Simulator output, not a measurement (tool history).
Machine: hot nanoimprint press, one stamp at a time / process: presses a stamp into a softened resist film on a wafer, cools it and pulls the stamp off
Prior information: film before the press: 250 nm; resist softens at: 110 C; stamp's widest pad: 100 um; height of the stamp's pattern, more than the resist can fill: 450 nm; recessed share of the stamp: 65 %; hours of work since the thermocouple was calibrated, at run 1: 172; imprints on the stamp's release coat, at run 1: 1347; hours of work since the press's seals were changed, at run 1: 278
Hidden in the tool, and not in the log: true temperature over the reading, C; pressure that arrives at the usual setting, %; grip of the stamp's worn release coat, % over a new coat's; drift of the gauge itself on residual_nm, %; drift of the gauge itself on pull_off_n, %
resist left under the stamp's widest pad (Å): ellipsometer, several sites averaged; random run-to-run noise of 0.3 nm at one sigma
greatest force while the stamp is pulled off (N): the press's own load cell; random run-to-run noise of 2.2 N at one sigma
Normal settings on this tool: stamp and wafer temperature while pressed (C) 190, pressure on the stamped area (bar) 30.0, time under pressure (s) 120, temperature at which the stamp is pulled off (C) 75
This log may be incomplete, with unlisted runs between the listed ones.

| run | day | stamp and wafer temperature while pressed (C) | pressure on the stamped area (bar) | time under pressure (s) | temperature at which the stamp is pulled off (C) | hours of work since the thermocouple was calibrated | imprints on the stamp's release coat | hours of work since the press's seals were changed | resist left under the stamp's widest pad (Å) | greatest force while the stamp is pulled off (N) |
|---|---|---|---|---|---|---|---|---|---|---|
| 1 | 0.000 | 190 | 30.0 | 120 | 75 | 172 | 1347 | 278 | 1148 | 182 |
|  | 1.979 | stamp cleaned and given a new release coat |
| 2 | 2.112 | 190 | 30.0 | 120 | 75 | 207 | 20 | 313 | 1147 | 163 |
| 3 | 3.333 | 186 | 30.0 | 120 | 75 | 229 | 197 | 335 | 1250 | 165 |
|  | 3.592 | plate thermocouple calibrated |
| 4 | 4.946 | 190 | 30.0 | 77 | 75 | 25 | 413 | 363 | 1308 | 167 |
| 5 | 6.746 | 190 | 30.0 | 77 | 75 | 59 | 674 | 396 | 1299 | 174 |
| 6 | 7.850 | 190 | 30.0 | 77 | 75 | 79 | 834 | 417 | 1307 | 169 |
| 7 | 9.117 | 190 | 30.0 | 77 | 75 | 102 | 1018 | 440 | 1307 | 175 |
| 8 | 11.096 | 190 | 30.0 | 77 | 75 | 139 | 1305 | 477 | 1301 | 179 |
| 9 | 12.171 | 187 | 18.3 | 170 | 78 | 159 | 1461 | 497 | 1397 | 174 |
|  | 13.225 | stamp cleaned and given a new release coat |
| 10 | 13.467 | 187 | 18.3 | 61 | 78 | 178 | 35 | 516 | 1810 | 158 |

Below are 4 alternative next runs, each starting from the tool's condition after run 10. Predict each:
|  | 13.908 | plate thermocouple calibrated, once more |
| A | 15.062 | 196 | 30.0 | 203 | 80 | 21 | 249 | 544 | ? | ? |
|  | 13.908 | plate thermocouple calibrated, once more |
| B | 15.062 | 190 | 30.0 | 120 | 77 | 21 | 249 | 544 | ? | ? |
|  | 13.908 | plate thermocouple calibrated, once more |
| C | 15.062 | 183 | 18.3 | 61 | 64 | 21 | 249 | 544 | ? | ? |
|  | 13.908 | plate thermocouple calibrated, once more |
| D | 15.062 | 187 | 32.3 | 74 | 78 | 21 | 249 | 544 | ? | ? |

| run | resist left under the stamp's widest pad (Å) | greatest force while the stamp is pulled off (N) |
|---|---|---|
| A | 883 | 161 |
| B | 1191 | 163 |
| C | 1982 | 178 |
| D | 1407 | 164 |
Had the tool no hidden state, the same runs would have come out as:
| run | resist left under the stamp's widest pad (Å) | greatest force while the stamp is pulled off (N) |
|---|---|---|
| A | 862 | 158 |
| B | 1166 | 160 |
| C | 1970 | 175 |
| D | 1377 | 161 |
